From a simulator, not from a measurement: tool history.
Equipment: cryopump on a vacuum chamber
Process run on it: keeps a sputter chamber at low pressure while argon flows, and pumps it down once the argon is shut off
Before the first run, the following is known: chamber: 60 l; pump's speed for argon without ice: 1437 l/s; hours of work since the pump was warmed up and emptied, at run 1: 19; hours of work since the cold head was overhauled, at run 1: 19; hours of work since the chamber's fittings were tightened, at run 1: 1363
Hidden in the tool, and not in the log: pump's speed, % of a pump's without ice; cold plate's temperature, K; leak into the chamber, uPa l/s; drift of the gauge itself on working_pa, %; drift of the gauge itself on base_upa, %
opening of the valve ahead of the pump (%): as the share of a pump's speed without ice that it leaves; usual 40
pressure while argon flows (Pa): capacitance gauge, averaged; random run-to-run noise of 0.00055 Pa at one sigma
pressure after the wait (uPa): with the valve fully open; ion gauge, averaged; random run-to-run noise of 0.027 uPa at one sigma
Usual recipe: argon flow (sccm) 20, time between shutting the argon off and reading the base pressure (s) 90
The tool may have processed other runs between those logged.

run   hour  argon flow (sccm)  time between shutting the argon off and reading the base pressure (s)  opening of the valve ahead of the pump (%)  hours of work since the pump was warmed up and emptied  hours of work since the cold head was overhauled  hours of work since the chamber's fittings were tightened  pressure while argon flows (Pa)  pressure after the wait (uPa)
  1    0.0                 20                                                                     90                                          40                                                      19                                                19                                                       1363                           0.0594                           2.07
  2    8.1                 20                                                                     90                                          40                                                      26                                                26                                                       1370                           0.0595                           2.08
  3   23.1                 20                                                                     90                                          40                                                      40                                                40                                                       1384                           0.0590                           2.15
  4   37.3                 20                                                                     90                                          40                                                      52                                                52                                                       1396                           0.0590                           2.17
  5   45.7                 20                                                                     90                                          40                                                      60                                                60                                                       1404                           0.0590                           2.22
  6   53.0                 20                                                                     90                                          45                                                      66                                                66                                                       1410                           0.0534                           2.20
  7   67.2                 20                                                                     90                                          45                                                      79                                                79                                                       1423                           0.0520                           2.19
  8   77.1                 20                                                                     90                                          45                                                      88                                                88                                                       1432                           0.0538                           2.19
  9   89.5                 20                                                                     90                                          46                                                      99                                                99                                                       1443                           0.0527                           2.10
 10  106.1                 20                                                                     90                                          22                                                     114                                               114                                                       1457                           0.1089                           2.26
 11  118.5                 20                                                                     90                                          40                                                     125                                               125                                                       1468                           0.0607                           2.26
 12  130.1                 20                                                                     90                                          40                                                     135                                               135                                                       1479                           0.0607                           2.29
 13  139.7                 32                                                                     90                                          40                                                     143                                               143                                                       1487                           0.0974                           2.25
 14  151.5                 20                                                                    133                                          40                                                     154                                               154                                                       1498                           0.0608                           1.96
 15  163.1                 20                                                                    133                                          40                                                     164                                               164                                                       1508                           0.0607                           1.91
 16  171.0                 34                                                                     59                                          26                                                     171                                               171                                                       1515                           0.1571                           2.78
 17  182.3                 20                                                                     75                                          52                                                     181                                               181                                                       1525                           0.0467                           2.50
 18  195.6                 20                                                                     75                                          52                                                     193                                               193                                                       1537                           0.0470                           2.54
 19  203.3                 20                                                                     75                                          52                                                     200                                               200                                                       1544                           0.0475                           2.56
 20  220.4                 20                                                                     75                                          52                                                     215                                               215                                                       1559                           0.0473                           2.55
 21  230.0                 20                                                                     75                                          21                                                     224                                               224                                                       1567                           0.1144                           2.54
 22  241.5                 20                                                                     62                                          21                                                     234                                               234                                                       1578                           0.1159                           2.89
 23  252.2                 24                                                                     71                                          38                                                     243                                               243                                                       1587                           0.0781                           2.69
 24  260.9                 21                                                                     90                                          51                                                     251                                               251                                                       1595                           0.0510                           2.46
 25  278.0                 21                                                                     52                                          40                                                     266                                               266                                                       1610                           0.0655                           3.15
 26  293.1                 16                                                                     90                                          40                                                     280                                               280                                                       1623                           0.0506                           2.44
 27  308.9                 19                                                                    195                                          23                                                     294                                               294                                                       1637                           0.1005                           1.89
 28  325.8                 20                                                                    111                                          40                                                     309                                               309                                                       1653                           0.0627                           2.18
 29  339.4                 27                                                                     57                                          46                                                     321                                               321                                                       1665                           0.0748                           3.01
 30  347.5                 27                                                                     57                                          46                                                     328                                               328                                                       1672                           0.0739                           3.00

Predict each of these 3 candidate next runs independently; none follows another, all start after run 30:
  A  360.1                 27                                                                     72                                          46                                                     339                                               339                                                       1683                                ?                              ?
  B  360.1                 31                                                                    105                                          17                                                     339                                               339                                                       1683                                ?                              ?
  C  360.1                 33                                                                     69                                          28                                                     339                                               339                                                       1683                                ?                              ?

run  pressure while argon flows (Pa)  pressure after the wait (uPa)
  A                           0.0747                           2.75
  B                           0.2228                           2.40
  C                           0.1461                           2.80
Without the tool's hidden state the same runs would have given:
run  pressure while argon flows (Pa)  pressure after the wait (uPa)
  A                           0.0690                           1.49
  B                           0.2162                           1.13
  C                           0.1391                           1.54
